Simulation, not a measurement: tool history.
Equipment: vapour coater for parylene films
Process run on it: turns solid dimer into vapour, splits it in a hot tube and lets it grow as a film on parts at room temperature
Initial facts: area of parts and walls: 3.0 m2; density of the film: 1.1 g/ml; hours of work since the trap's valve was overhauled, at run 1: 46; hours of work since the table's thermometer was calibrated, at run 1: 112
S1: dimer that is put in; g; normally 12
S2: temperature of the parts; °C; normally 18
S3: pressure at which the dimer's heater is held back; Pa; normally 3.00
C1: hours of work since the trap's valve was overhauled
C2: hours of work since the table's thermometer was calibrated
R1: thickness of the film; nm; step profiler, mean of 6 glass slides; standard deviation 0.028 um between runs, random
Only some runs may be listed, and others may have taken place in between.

Run 1, hour 0.0: usual settings; C1 46; C2 112. Result: R1 2480 nm.
Run 2, hour 7.4: usual settings; C1 51; C2 117. Result: R1 2450 nm.
Run 3, hour 19.5: usual settings; C1 60; C2 126. Result: R1 2460 nm.
Run 4, hour 32.5: usual settings; C1 70; C2 136. Result: R1 2410 nm.
Run 5, hour 42.4: usual settings but S2 29 °C; C1 77; C2 143. Result: R1 1590 nm.
Run 6, hour 51.4: usual settings but S2 29 °C; C1 84; C2 150. Result: R1 1640 nm.
Run 7, hour 67.6: usual settings but S2 29 °C; C1 95; C2 162. Result: R1 1540 nm.
Run 8, hour 80.8: usual settings but S2 29 °C; C1 105; C2 171. Result: R1 1600 nm.
Run 9, hour 97.4: usual settings but S2 13 °C; C1 117; C2 183. Result: R1 2910 nm.
Run 10, hour 112.5: usual settings but S2 13 °C; C1 128; C2 194. Result: R1 2860 nm.
Run 11, hour 123.3: usual settings but S2 13 °C; C1 136; C2 202. Result: R1 2850 nm.
Run 12, hour 137.3: usual settings but S2 13 °C; C1 146; C2 213. Result: R1 2790 nm.
Run 13, hour 154.1: usual settings; C1 159; C2 225. Result: R1 2340 nm.
Run 14, hour 162.3: usual settings but S1 9 g; C1 165; C2 231. Result: R1 1730 nm.
Run 15, hour 169.9: usual settings but S3 3.69 Pa; C1 170; C2 236. Result: R1 2230 nm.
Run 16, hour 176.8: usual settings but S3 3.69 Pa; C1 175; C2 241. Result: R1 2280 nm.
Run 17, hour 191.6: usual settings but S3 3.69 Pa; C1 186; C2 252. Result: R1 2230 nm.
Run 18, hour 205.9: usual settings; C1 197; C2 263. Result: R1 2270 nm.
Run 19, hour 213.2: usual settings; C1 202; C2 268. Result: R1 2280 nm.
Run 20, hour 228.1: usual settings but S1 8 g; C1 213; C2 279. Result: R1 1530 nm.
Run 21, hour 240.0: usual settings but S1 21 g, S2 14 °C, S3 3.85 Pa; C1 222; C2 288. Result: R1 4420 nm.
Run 22, hour 251.0: usual settings but S1 21 g, S2 14 °C, S3 3.85 Pa; C1 230; C2 296. Result: R1 4460 nm.
Run 23, hour 259.0: usual settings but S3 2.36 Pa; C1 235; C2 302. Result: R1 2200 nm.
Run 24, hour 269.6: usual settings but S1 9 g, S2 15 °C, S3 2.36 Pa; C1 243; C2 309. Result: R1 1890 nm.
Run 25, hour 280.7: usual settings but S2 20 °C, S3 3.35 Pa; C1 251; C2 317. Result: R1 1970 nm.
Run 26, hour 289.4: usual settings but S2 20 °C, S3 3.35 Pa; C1 258; C2 324. Result: R1 2020 nm.
At hour 299.5: trap's valve overhauled.
Run 27, hour 309.2: usual settings but S1 10 g, S2 10 °C, S3 4.62 Pa; C1 7; C2 335. Result: R1 2720 nm.
Run 28, hour 321.7: usual settings but S2 11 °C, S3 3.70 Pa; C1 16; C2 344. Result: R1 3180 nm.
Run 29, hour 335.1: usual settings but S2 27 °C, S3 11.34 Pa; C1 26; C2 354. Result: R1 1620 nm.
Run 30, hour 347.9: usual settings but S2 27 °C, S3 11.34 Pa; C1 35; C2 364. Result: R1 1600 nm.
Run 31, hour 360.7: usual settings but S2 10 °C, S3 5.21 Pa; C1 45; C2 373. Result: R1 3150 nm.
Run 32, hour 377.6: usual settings but S1 11 g, S2 14 °C, S3 2.30 Pa; C1 57; C2 385. Result: R1 2630 nm.
Run 33, hour 387.2: usual settings but S1 11 g, S2 14 °C, S3 2.30 Pa; C1 64; C2 392. Result: R1 2610 nm.
Run 34, hour 397.4: usual settings but S1 21 g, S2 13 °C; C1 72; C2 400. Result: R1 5020 nm.
Run 35, hour 405.3: usual settings but S2 19 °C, S3 8.56 Pa; C1 77; C2 406. Result: R1 2180 nm.
Run 36, hour 413.1: usual settings but S2 22 °C, S3 3.97 Pa; C1 83; C2 411. Result: R1 2020 nm.
Run 37, hour 427.7: usual settings but S1 20 g, S2 28 °C; C1 94; C2 422. Result: R1 2750 nm.
Run 38, hour 436.9: usual settings but S1 7 g, S3 7.21 Pa; C1 101; C2 429. Result: R1 1280 nm.
Run 39, hour 450.7: usual settings but S1 10 g, S2 10 °C; C1 111; C2 439. Result: R1 2690 nm.
Run 40, hour 461.1: usual settings but S1 10 g, S2 10 °C; C1 118; C2 447. Result: R1 2640 nm.

Across each entry between runs, compare the hidden state at the last listed run before it with the hidden state at the first listed run after it:
Between runs 26 and 27: trap's valve overhauled (hour 299.5)
  vapour lost through the trap's worn valve, %: 12.8 -> 0.6; true temperature of the parts over the reading, C: 0.3 -> 0.31
  measured less the result without the state, R1: -320 -> -50 nm
